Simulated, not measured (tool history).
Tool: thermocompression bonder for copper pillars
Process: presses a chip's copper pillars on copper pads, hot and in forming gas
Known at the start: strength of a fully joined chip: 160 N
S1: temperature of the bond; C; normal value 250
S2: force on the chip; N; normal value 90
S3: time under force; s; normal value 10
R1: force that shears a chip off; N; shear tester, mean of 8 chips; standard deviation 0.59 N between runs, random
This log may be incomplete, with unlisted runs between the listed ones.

run    hour   S1   S2  S3     R1
  1     0.0  250   90  10   64.3
       29.4  -- force cell calibrated
  2    40.8  250   90  10   62.9
  3    75.0  250   90  10   62.7
  4   126.5  250   90  10   63.0
  5   155.6  250   90  10   63.6
      174.5  -- forming gas filter changed
  6   182.2  250   90  10   64.8
  7   209.4  250   90  10   65.9
  8   231.2  255   90  10   70.7
  9   262.9  255   90  10   70.9
 10   305.5  255   90  10   70.5
 11   343.2  250   90  10   65.9
 12   373.3  250   90  10   65.2
 13   425.1  250   90  10   66.2
 14   447.2  257   90  10   73.8
 15   499.1  257   90  10   73.7
 16   522.4  257   90  15   85.3
 17   548.2  257  104  15   89.5
 18   576.7  250   90  10   66.8
 19   622.6  250   90  10   67.8
      631.6  -- forming gas filter changed
 20   660.5  250   90  10   69.7
 21   684.3  223   84   6   35.3
 22   720.8  255   84  14   82.7
 23   758.5  224   71  13   45.9
 24   794.8  224   71   7   35.7
 25   840.1  237   78   7   47.6
 26   885.9  251  115  26  105.7
 27   921.0  226   58  12   42.0
 28   951.6  226   58  12   42.4
 29   983.4  226   58  26   58.9
 30  1015.2  230   64  30   69.3
 31  1043.8  263   90   9   82.7
     1088.4  -- forming gas filter changed
 32  1092.3  234  117  10   65.7
 33  1127.2  225   61  10   41.6
 34  1176.3  250   58  14   68.6
     1219.6  -- heater calibrated with a thermocouple chip
 35  1232.4  252   61  15   62.9
 36  1257.5  220  118  10   43.3
 37  1307.8  220  118  10   43.3
 38  1339.6  270  129   8   88.1
 39  1383.2  236   99   6   41.9
 40  1435.3  270   55  12   72.0

Forecast each of these 3 alternatives for the next run:
  A  1461.1  267  82   9   ?
  B  1461.1  270  59  12   ?
  C  1461.1  250  90   7   ?

run    R1
  A  73.3
  B  74.8
  C  54.7
Without the tool's hidden state the same runs would have given:
run    R1
  A  70.9
  B  72.5
  C  52.4
